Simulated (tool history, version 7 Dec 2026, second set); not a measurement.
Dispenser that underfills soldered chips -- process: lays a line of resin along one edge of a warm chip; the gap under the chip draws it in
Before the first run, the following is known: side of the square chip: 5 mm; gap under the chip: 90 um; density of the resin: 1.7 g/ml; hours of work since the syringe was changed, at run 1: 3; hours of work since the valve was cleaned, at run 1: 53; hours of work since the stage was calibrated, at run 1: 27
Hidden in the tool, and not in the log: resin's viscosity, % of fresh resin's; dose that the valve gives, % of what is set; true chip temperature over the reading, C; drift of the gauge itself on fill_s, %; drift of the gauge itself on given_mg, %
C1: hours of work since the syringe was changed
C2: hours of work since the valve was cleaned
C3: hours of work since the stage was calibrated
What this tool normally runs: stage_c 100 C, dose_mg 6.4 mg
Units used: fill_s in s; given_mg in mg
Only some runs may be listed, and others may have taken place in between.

Run 1, hour 0: usual settings; C1 3; C2 53; C3 27. Result: fill_s 10.2 s, given_mg 6.11 mg.
At hour 3.5: new syringe of resin.
Run 2, hour 4.8: usual settings but stage_c 91 C; C1 1; C2 57; C3 30. Result: fill_s 14.3 s, given_mg 6.11 mg.
At hour 9.6: dispensing valve cleaned and set on the balance.
Run 3, hour 10.7: usual settings but stage_c 91 C; C1 5; C2 1; C3 34. Result: fill_s 16.1 s, given_mg 6.44 mg.
At hour 11.8: new syringe of resin.
Run 4, hour 16.9: usual settings; C1 4; C2 5; C3 39. Result: fill_s 10.2 s, given_mg 6.35 mg.
At hour 19.2: new syringe of resin.
Run 5, hour 21.1: usual settings; C1 1; C2 8; C3 42. Result: fill_s 9.9 s, given_mg 6.31 mg.
Run 6, hour 24.6: usual settings; C1 4; C2 11; C3 44. Result: fill_s 10.1 s, given_mg 6.36 mg.
At hour 26.3: new syringe of resin.
Run 7, hour 28.9: usual settings; C1 2; C2 14; C3 47. Result: fill_s 9.7 s, given_mg 6.3 mg.
Run 8, hour 32.1: usual settings; C1 4; C2 16; C3 50. Result: fill_s 10.4 s, given_mg 6.31 mg.
At hour 33.7: new syringe of resin.
Run 9, hour 37.6: usual settings; C1 3; C2 20; C3 54. Result: fill_s 9.9 s, given_mg 6.27 mg.
At hour 40.7: new syringe of resin.
Run 10, hour 42: usual settings; C1 1; C2 23; C3 57. Result: fill_s 9.2 s, given_mg 6.3 mg.
Run 11, hour 46.6: usual settings; C1 4; C2 27; C3 60. Result: fill_s 10.3 s, given_mg 6.25 mg.
At hour 47.8: new syringe of resin.
Run 12, hour 50.8: usual settings; C1 2; C2 30; C3 63. Result: fill_s 9.4 s, given_mg 6.26 mg.
At hour 55.2: new syringe of resin.
Run 13, hour 57.2: usual settings; C1 2; C2 35; C3 68. Result: fill_s 9.7 s, given_mg 6.21 mg.
Run 14, hour 60.4: usual settings; C1 4; C2 37; C3 70. Result: fill_s 10.4 s, given_mg 6.14 mg.
At hour 62.4: new syringe of resin.
Run 15, hour 66.9: usual settings but stage_c 91 C, dose_mg 6.45 mg; C1 3; C2 42; C3 75. Result: fill_s 16.1 s, given_mg 6.18 mg.
At hour 69.6: new syringe of resin.
Run 16, hour 70.2: usual settings but stage_c 107 C, dose_mg 8.23 mg; C1 0; C2 44; C3 77. Result: fill_s 6.9 s, given_mg 7.85 mg.
Run 17, hour 74.6: usual settings but stage_c 107 C, dose_mg 8.23 mg; C1 4; C2 47; C3 80. Result: fill_s 7.4 s, given_mg 7.82 mg.
At hour 76.8: new syringe of resin.
Run 18, hour 80.7: usual settings but stage_c 107 C, dose_mg 8.23 mg; C1 3; C2 52; C3 85. Result: fill_s 7.2 s, given_mg 7.8 mg.
At hour 84: new syringe of resin.
Run 19, hour 86.8: usual settings but stage_c 109 C, dose_mg 5.86 mg; C1 2; C2 56; C3 89. Result: fill_s 6.5 s, given_mg 5.56 mg.
At hour 91.1: new syringe of resin.
At hour 93.2: dispensing valve cleaned and set on the balance.
Run 20, hour 94: usual settings but stage_c 92 C, dose_mg 6.92 mg; C1 1; C2 1; C3 94. Result: fill_s 13.4 s, given_mg 6.96 mg.
Run 21, hour 96.7: usual settings but stage_c 92 C, dose_mg 6.92 mg; C1 3; C2 3; C3 96. Result: fill_s 14.5 s, given_mg 6.94 mg.
At hour 99.4: new syringe of resin.
Run 22, hour 101.3: usual settings but stage_c 99 C, dose_mg 7.61 mg; C1 1; C2 6; C3 99. Result: fill_s 9.9 s, given_mg 7.6 mg.
Run 23, hour 105.5: usual settings but stage_c 99 C, dose_mg 7.61 mg; C1 5; C2 9; C3 102. Result: fill_s 10.9 s, given_mg 7.55 mg.
At hour 106.8: new syringe of resin.
Run 24, hour 108.5: usual settings but stage_c 104 C, dose_mg 6.67 mg; C1 1; C2 11; C3 104. Result: fill_s 8 s, given_mg 6.57 mg.

4 options for the next run, each taken on its own from the tool as it stands now. Forecast them:
Run A, hour 111.2: usual settings but stage_c 93 C, dose_mg 6.67 mg; C1 3; C2 13; C3 106. Result: fill_s ?, given_mg ?.
Run B, hour 111.2: usual settings but stage_c 102 C, dose_mg 8.15 mg; C1 3; C2 13; C3 106. Result: fill_s ?, given_mg ?.
Run C, hour 111.2: usual settings but stage_c 98 C, dose_mg 5.54 mg; C1 3; C2 13; C3 106. Result: fill_s ?, given_mg ?.
Run D, hour 111.2: usual settings but stage_c 106 C, dose_mg 6.67 mg; C1 3; C2 13; C3 106. Result: fill_s ?, given_mg ?.

run  fill_s  given_mg
  A    14.1      6.56
  B     9.4       8.1
  C    11.4      5.47
  D     7.9       6.6
With no hidden state in the tool, these same runs would have given:
run  fill_s  given_mg
  A    12.9      6.63
  B     8.7      8.18
  C    10.4      5.53
  D     7.2      6.67
